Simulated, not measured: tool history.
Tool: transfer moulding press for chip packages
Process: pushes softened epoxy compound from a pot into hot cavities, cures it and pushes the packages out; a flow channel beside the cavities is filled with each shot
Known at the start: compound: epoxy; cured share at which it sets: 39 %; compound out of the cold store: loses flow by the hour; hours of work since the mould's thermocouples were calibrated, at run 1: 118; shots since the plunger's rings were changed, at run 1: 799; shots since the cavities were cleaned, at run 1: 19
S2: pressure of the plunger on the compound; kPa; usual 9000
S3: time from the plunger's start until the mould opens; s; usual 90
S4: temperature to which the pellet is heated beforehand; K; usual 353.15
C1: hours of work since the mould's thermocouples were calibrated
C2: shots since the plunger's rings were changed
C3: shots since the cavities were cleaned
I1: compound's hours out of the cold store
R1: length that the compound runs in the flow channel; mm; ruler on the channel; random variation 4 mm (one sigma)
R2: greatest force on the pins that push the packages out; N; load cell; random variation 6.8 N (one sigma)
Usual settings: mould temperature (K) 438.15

run 1 hour=0.0 | mould_temperature_(K)=438.15 S2=9000 S3=90 S4=353.15 | C1=118 C2=799 C3=19 | I1=45.0 | R1=745 R2=281
run 2 hour=10.6 | mould_temperature_(K)=438.15 S2=9000 S3=118 S4=353.15 | C1=123 C2=895 C3=115 | I1=41.7 | R1=760 R2=284
run 3 hour=19.5 | mould_temperature_(K)=438.15 S2=9000 S3=118 S4=353.15 | C1=127 C2=974 C3=194 | I1=43.4 | R1=740 R2=295
run 4 hour=29.7 | mould_temperature_(K)=438.15 S2=9000 S3=90 S4=353.15 | C1=132 C2=1067 C3=287 | I1=27.3 | R1=812 R2=365
run 5 hour=39.4 | mould_temperature_(K)=438.15 S2=9000 S3=90 S4=353.15 | C1=136 C2=1153 C3=373 | I1=20.0 | R1=843 R2=402
run 6 hour=47.8 | mould_temperature_(K)=438.15 S2=9000 S3=90 S4=353.15 | C1=140 C2=1229 C3=449 | I1=44.0 | R1=745 R2=388
run 7 hour=59.7 | mould_temperature_(K)=438.15 S2=9000 S3=90 S4=353.15 | C1=145 C2=1336 C3=556 | I1=16.7 | R1=864 R2=417
run 8 hour=68.3 | mould_temperature_(K)=438.15 S2=9000 S3=90 S4=361.15 | C1=149 C2=1414 C3=634 | I1=37.8 | R1=761 R2=406
run 9 hour=81.1 | mould_temperature_(K)=438.15 S2=9000 S3=90 S4=361.15 | C1=155 C2=1529 C3=749 | I1=10.0 | R1=887 R2=454
run 10 hour=86.4 | mould_temperature_(K)=438.15 S2=9000 S3=90 S4=361.15 | C1=157 C2=1577 C3=797 | I1=22.7 | R1=823 R2=432
run 11 hour=98.1 | mould_temperature_(K)=438.15 S2=9000 S3=90 S4=353.15 | C1=163 C2=1681 C3=901 | I1=27.1 | R1=801 R2=451
run 12 hour=105.8 | mould_temperature_(K)=438.15 S2=9000 S3=90 S4=353.15 | C1=166 C2=1751 C3=971 | I1=39.3 | R1=754 R2=450
run 13 hour=111.7 | mould_temperature_(K)=438.15 S2=9000 S3=90 S4=353.15 | C1=169 C2=1804 C3=1024 | I1=15.2 | R1=859 R2=461
-- hour=119.0 cavities cleaned with cleaning compound and waxed
run 14 hour=120.3 | mould_temperature_(K)=438.15 S2=9000 S3=90 S4=353.15 | C1=172 C2=1868 C3=12 | I1=29.7 | R1=792 R2=277
run 15 hour=133.4 | mould_temperature_(K)=438.15 S2=9000 S3=90 S4=353.15 | C1=178 C2=1986 C3=130 | I1=31.0 | R1=784 R2=323
run 16 hour=144.5 | mould_temperature_(K)=434.15 S2=8900 S3=126 S4=354.15 | C1=183 C2=2086 C3=230 | I1=39.4 | R1=762 R2=310
run 17 hour=153.0 | mould_temperature_(K)=444.15 S2=8120 S3=75 S4=354.15 | C1=187 C2=2162 C3=306 | I1=25.2 | R1=747 R2=351
run 18 hour=163.9 | mould_temperature_(K)=441.15 S2=6920 S3=110 S4=359.15 | C1=192 C2=2260 C3=404 | I1=39.1 | R1=649 R2=341
run 19 hour=176.0 | mould_temperature_(K)=441.15 S2=10200 S3=110 S4=349.15 | C1=197 C2=2369 C3=513 | I1=12.8 | R1=908 R2=363
run 20 hour=184.2 | mould_temperature_(K)=441.15 S2=10200 S3=110 S4=349.15 | C1=201 C2=2443 C3=587 | I1=18.0 | R1=881 R2=361
-- hour=187.3 mould's thermocouples calibrated
run 21 hour=194.3 | mould_temperature_(K)=441.15 S2=10200 S3=110 S4=349.15 | C1=3 C2=2516 C3=660 | I1=21.1 | R1=863 R2=371
run 22 hour=204.7 | mould_temperature_(K)=441.15 S2=6880 S3=99 S4=354.15 | C1=8 C2=2610 C3=754 | I1=45.8 | R1=611 R2=372
run 23 hour=217.1 | mould_temperature_(K)=436.15 S2=9000 S3=99 S4=353.15 | C1=14 C2=2722 C3=866 | I1=45.8 | R1=720 R2=416
run 24 hour=224.2 | mould_temperature_(K)=444.15 S2=9040 S3=90 S4=351.15 | C1=17 C2=2785 C3=929 | I1=16.0 | R1=822 R2=395
run 25 hour=235.7 | mould_temperature_(K)=438.15 S2=8630 S3=90 S4=358.15 | C1=22 C2=2888 C3=1032 | I1=42.6 | R1=708 R2=432
-- hour=242.0 cavities cleaned with cleaning compound and waxed
run 26 hour=248.7 | mould_temperature_(K)=434.15 S2=7600 S3=125 S4=359.15 | C1=27 C2=2993 C3=61 | I1=38.6 | R1=689 R2=258
run 27 hour=258.6 | mould_temperature_(K)=434.15 S2=7600 S3=125 S4=359.15 | C1=32 C2=3081 C3=149 | I1=11.5 | R1=810 R2=291
-- hour=267.6 mould's thermocouples calibrated, once more
run 28 hour=268.4 | mould_temperature_(K)=434.15 S2=7600 S3=125 S4=359.15 | C1=0 C2=3152 C3=220 | I1=31.6 | R1=720 R2=310
run 29 hour=275.0 | mould_temperature_(K)=434.15 S2=7600 S3=125 S4=359.15 | C1=3 C2=3211 C3=279 | I1=17.4 | R1=787 R2=314

Some steps in R1 between neighbouring runs. How much of each would the tool show without its hidden state too (settings, what came in, random variation), and how much is left for the hidden state, with any gauge scatter that isn't in both results?
The hidden state here: true mould temperature over the reading, C; pressure that reaches the compound, % of what is set; grip of the stained cavities, % over clean ones'; drift of the gauge itself on flow_mm, %; drift of the gauge itself on push_out_n, %.
Run 18 -> 19: S2 6920 -> 10200, S4 359.15 -> 349.15. R1 +259 mm: hidden state -12, all else +271.
Run 21 -> 22: S2 10200 -> 6880, S3 110 -> 99, S4 349.15 -> 354.15. R1 -252 mm: hidden state +10, all else -262.
